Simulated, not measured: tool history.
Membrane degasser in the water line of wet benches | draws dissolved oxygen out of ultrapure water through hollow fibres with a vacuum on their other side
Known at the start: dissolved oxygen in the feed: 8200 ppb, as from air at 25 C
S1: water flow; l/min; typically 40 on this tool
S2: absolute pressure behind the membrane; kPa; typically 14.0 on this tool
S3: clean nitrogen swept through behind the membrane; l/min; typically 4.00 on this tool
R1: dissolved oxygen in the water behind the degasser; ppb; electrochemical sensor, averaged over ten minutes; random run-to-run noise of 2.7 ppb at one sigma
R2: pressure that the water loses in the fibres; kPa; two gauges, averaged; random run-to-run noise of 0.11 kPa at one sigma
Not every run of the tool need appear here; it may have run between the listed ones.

| run | hour | S1 | S2 | S3 | R1 | R2 |
|---|---|---|---|---|---|---|
| 1 | 0.0 | 40 | 14.0 | 4.00 | 367.3 | 25.29 |
| 2 | 213.9 | 40 | 14.0 | 4.00 | 374.8 | 25.10 |
| 3 | 443.7 | 40 | 14.0 | 2.87 | 457.1 | 25.22 |
| 4 | 565.1 | 40 | 14.0 | 3.85 | 381.0 | 24.98 |
| 5 | 780.6 | 40 | 14.0 | 3.85 | 383.4 | 25.26 |
| 6 | 1024.8 | 40 | 14.0 | 5.90 | 302.8 | 24.99 |
| 7 | 1141.0 | 40 | 21.4 | 4.00 | 525.8 | 25.16 |
| 8 | 1406.9 | 61 | 21.4 | 4.00 | 966.4 | 38.28 |
| 9 | 1637.8 | 61 | 21.4 | 4.00 | 951.5 | 38.37 |
| 10 | 1780.1 | 45 | 14.0 | 4.00 | 460.3 | 28.26 |
| 11 | 1905.2 | 45 | 14.0 | 4.00 | 451.6 | 28.38 |
| 12 | 2116.6 | 45 | 14.0 | 4.00 | 456.4 | 28.33 |
| 13 | 2311.6 | 40 | 15.6 | 4.00 | 407.4 | 24.98 |
| 14 | 2548.5 | 40 | 15.6 | 4.00 | 409.5 | 25.21 |
| 15 | 2710.6 | 40 | 14.0 | 2.72 | 482.4 | 25.19 |
| 16 | 2929.5 | 40 | 14.0 | 2.72 | 478.3 | 25.16 |
| 17 | 3087.7 | 40 | 14.0 | 2.72 | 472.9 | 25.16 |
| 18 | 3229.8 | 40 | 14.0 | 2.72 | 477.0 | 25.05 |
| 19 | 3486.3 | 40 | 12.1 | 6.75 | 258.3 | 25.09 |
| 20 | 3622.2 | 40 | 12.1 | 6.75 | 254.8 | 25.11 |
| 21 | 3878.6 | 40 | 34.1 | 4.84 | 694.7 | 25.22 |
| 22 | 4083.5 | 48 | 14.0 | 6.25 | 410.2 | 30.01 |
| 23 | 4295.2 | 40 | 20.5 | 4.08 | 508.7 | 25.30 |
| 24 | 4479.5 | 40 | 20.5 | 4.08 | 507.6 | 25.19 |
| 25 | 4746.6 | 40 | 10.8 | 4.00 | 309.9 | 25.31 |
| 26 | 4989.7 | 44 | 14.0 | 11.45 | 273.9 | 27.73 |
| 27 | 5190.1 | 33 | 28.6 | 7.17 | 345.4 | 20.69 |
| 28 | 5324.8 | 40 | 31.3 | 2.44 | 1047.7 | 24.92 |
| 29 | 5524.5 | 40 | 31.3 | 2.44 | 1033.6 | 25.03 |
| 30 | 5666.5 | 36 | 14.0 | 4.00 | 316.9 | 22.60 |
| 31 | 5936.4 | 36 | 12.6 | 8.07 | 195.3 | 22.67 |

Removed from this log: 1 entry logged between the listed runs. Between which two listed runs does each belong, and how does the tool's hidden state at the listed run before it compare with that at the listed run after it?
Between runs 18 and 19: vacuum gauge calibrated (hour 3282.2)
  true pressure behind the membrane over the reading, kPa: 0.01 -> 0

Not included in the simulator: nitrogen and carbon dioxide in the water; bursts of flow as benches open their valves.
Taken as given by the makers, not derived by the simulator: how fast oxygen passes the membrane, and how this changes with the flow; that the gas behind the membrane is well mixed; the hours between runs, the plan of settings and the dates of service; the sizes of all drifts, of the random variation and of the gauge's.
